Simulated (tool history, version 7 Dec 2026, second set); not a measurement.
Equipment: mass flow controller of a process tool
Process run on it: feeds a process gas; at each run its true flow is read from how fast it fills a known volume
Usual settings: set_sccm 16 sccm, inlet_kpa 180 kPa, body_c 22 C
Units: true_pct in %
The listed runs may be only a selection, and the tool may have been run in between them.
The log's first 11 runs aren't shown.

run	hour	set_sccm	inlet_kpa	body_c	true_pct
12	841.4	16	202	22	98.08
13	905.3	16	180	32	99.46
14	957.7	16	180	32	99.39
15	1062.7	16	180	32	99.33
16	1174.4	16	180	32	99.29
17	1274.8	16	180	32	99.30
18	1336.7	16	180	32	99.21
19	1407.3	2	234	25	91.71
20	1452.7	16	141	24	98.42
21	1520.9	16	150	22	98.21
22	1571.0	16	180	33	99.34
# hour 1581.0: controller's zero set anew
23	1650.1	16	254	22	97.26
24	1707.7	15	180	25	97.89
25	1775.8	15	180	25	97.87
# hour 1800.3: controller's zero set anew, once more
26	1870.5	15	180	25	99.20
27	1921.7	15	180	25	99.08
28	1996.6	4	180	21	98.07
29	2078.8	3	157	21	97.99
30	2164.1	3	157	21	97.81
31	2243.3	3	205	23	97.60
32	2336.9	7	205	20	97.68
33	2445.2	8	231	29	98.78
34	2533.9	7	180	21	97.87

Consider 3 possible next runs. They are alternatives, not a sequence: every one starts from the tool as it was left by run 34. What does each give?
A	2584.2	16	198	22	?
B	2584.2	6	180	25	?
C	2584.2	7	180	22	?

run	true_pct
A	98.33
B	98.30
C	97.98
Stripped of hidden state, with their random variation kept, the same runs would have yielded:
run	true_pct
A	99.56
B	99.90
C	99.49
